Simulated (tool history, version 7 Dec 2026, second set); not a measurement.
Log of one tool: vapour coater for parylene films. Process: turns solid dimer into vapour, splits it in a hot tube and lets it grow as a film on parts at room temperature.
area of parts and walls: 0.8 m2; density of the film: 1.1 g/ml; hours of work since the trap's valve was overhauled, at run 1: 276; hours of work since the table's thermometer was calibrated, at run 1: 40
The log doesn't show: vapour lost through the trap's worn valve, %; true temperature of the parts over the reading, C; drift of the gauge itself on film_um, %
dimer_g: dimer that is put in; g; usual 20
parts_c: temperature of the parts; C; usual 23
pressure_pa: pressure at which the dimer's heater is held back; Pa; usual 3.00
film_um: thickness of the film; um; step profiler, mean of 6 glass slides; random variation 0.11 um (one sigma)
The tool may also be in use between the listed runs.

run     day  dimer_g  parts_c  pressure_pa  hours of work since the trap's valve was overhauled  hours of work since the table's thermometer was calibrated  film_um
  1   0.000       20       23         3.00                                                  276                                                          40    12.87
  2   1.729       20       23         3.00                                                  301                                                          65    12.73
  3   2.617       20       23         3.00                                                  313                                                          77    12.92
  4   3.750       20       23         3.00                                                  329                                                          93    12.88
  5   4.742       20       23         3.00                                                  344                                                         107    12.88
  6   5.688       20       23         3.00                                                  357                                                         121    12.82
  7   7.283       20       23         3.00                                                  380                                                         144    12.79
  8   8.758       20       23         3.00                                                  401                                                         164    12.90
  9  10.100       20       23         3.00                                                  420                                                         183    12.84
 10  11.488       23       28         3.60                                                  439                                                         203    11.66
 11  12.883       23       28         3.60                                                  459                                                         223    11.77
 12  13.638       20       23         2.67                                                  470                                                         234    13.17
 13  14.462       20       23         2.67                                                  482                                                         245    13.15
 14  15.300       28       20         4.68                                                  493                                                         257    19.20
 15  16.371       26       18         3.17                                                  509                                                         273    20.42
 16  18.004        8       26         4.52                                                  532                                                         296     4.30
 17  19.388        8       23         6.74                                                  551                                                         315     4.53

4 ways to go on from here, each from the tool as it stands after run 17. What would each give?
  A  20.867       11       23         6.74                                                  572                                                         336        ?
  B  20.867       30       21         3.10                                                  572                                                         336        ?
  C  20.867        8       23         3.00                                                  572                                                         336        ?
  D  20.867       19       23         7.98                                                  572                                                         336        ?

run  film_um
  A     6.21
  B    20.35
  C     5.16
  D    10.44
Without the tool's hidden state the same runs would have given:
run  film_um
  A     6.24
  B    20.45
  C     5.18
  D    10.49
